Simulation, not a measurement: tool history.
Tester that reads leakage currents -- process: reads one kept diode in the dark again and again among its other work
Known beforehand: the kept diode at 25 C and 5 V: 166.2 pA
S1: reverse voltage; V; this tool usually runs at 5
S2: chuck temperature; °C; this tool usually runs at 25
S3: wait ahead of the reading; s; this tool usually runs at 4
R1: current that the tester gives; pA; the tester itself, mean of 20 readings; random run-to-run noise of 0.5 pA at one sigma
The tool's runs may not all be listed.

run,hour,S1,S2,S3,R1
1,0,5,25,4,177.85
2,64.9,5,25,4,179.09
3,139.1,5,25,4,180.31
4,203.3,6.27,25,4,201.29
5,263.7,6.27,25,4,200.46
# hour 276.2: probe card cleaned and baked
6,330.1,6.27,25,4,182.66
7,432.6,6.27,25,4,184.28
8,500.9,6.27,25,4,185.01
9,599.6,5,25,4,170.15
10,659.5,5,25,4,170.53

Run 11 comes next. What will it give?
11,759.6,7.19,29,3.23,?

R1: 275.46 pA
With no hidden state in the tool, this same run would have given R1 267.78 pA.

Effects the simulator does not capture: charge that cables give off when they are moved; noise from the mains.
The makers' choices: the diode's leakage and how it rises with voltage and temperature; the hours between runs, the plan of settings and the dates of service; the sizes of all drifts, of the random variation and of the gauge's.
